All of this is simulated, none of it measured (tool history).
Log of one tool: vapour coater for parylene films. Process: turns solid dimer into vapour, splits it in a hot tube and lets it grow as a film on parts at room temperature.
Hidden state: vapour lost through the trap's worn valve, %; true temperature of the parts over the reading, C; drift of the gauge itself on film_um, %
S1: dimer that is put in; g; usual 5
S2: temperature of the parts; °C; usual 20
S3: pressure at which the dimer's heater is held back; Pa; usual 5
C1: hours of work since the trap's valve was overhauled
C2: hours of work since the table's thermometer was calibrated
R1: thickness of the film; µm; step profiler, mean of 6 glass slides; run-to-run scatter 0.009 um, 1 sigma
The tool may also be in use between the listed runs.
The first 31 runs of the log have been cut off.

run     day  S1  S2    S3   C1   C2     R1
 32  13.633   5  14  9.44  515  483  1.729
 33  14.246   6  14  8.72  525  493  2.103
 34  14.688   6  13  6.29  533  500  2.195
 35  15.042   9  20  2.46  538  506  3.203
 36  15.338   9  20  2.46  543  511  3.196
 37  15.967   4  20  3.02  554  521  1.393
 38  16.233   9  20  3.02  558  526  3.151
 39  16.858   7  20     5  568  536  2.341
 40  17.354   7  20     5  576  544  2.345
 41  17.808   7  20  3.42  584  551  2.431
 42  18.254   7  20  3.38  591  559  2.424
 43    18.8   3  20  3.32  600  568  1.036
 44  19.308   2  20     5  608  576  0.672
 45  19.688   2  20     5  615  582  0.688
 46  19.983   3  16  3.64  619  587  1.118
 47  20.325   3  16  3.64  625  593  1.119

Alternative continuations, all from the tool just after run 47; predict every row:
  A  20.612   8  20  2.39  630  597   ?
  B  20.612   2  20  4.21  630  597   ?
  C  20.612   7  13  3.33  630  597   ?
  D  20.612   2  18  3.64  630  597   ?

run     R1
  A   2.88
  B  0.695
  C  2.752
  D  0.721
What these runs would have given with no unlogged condition in the tool:
run     R1
  A   2.83
  B  0.683
  C  2.704
  D  0.708
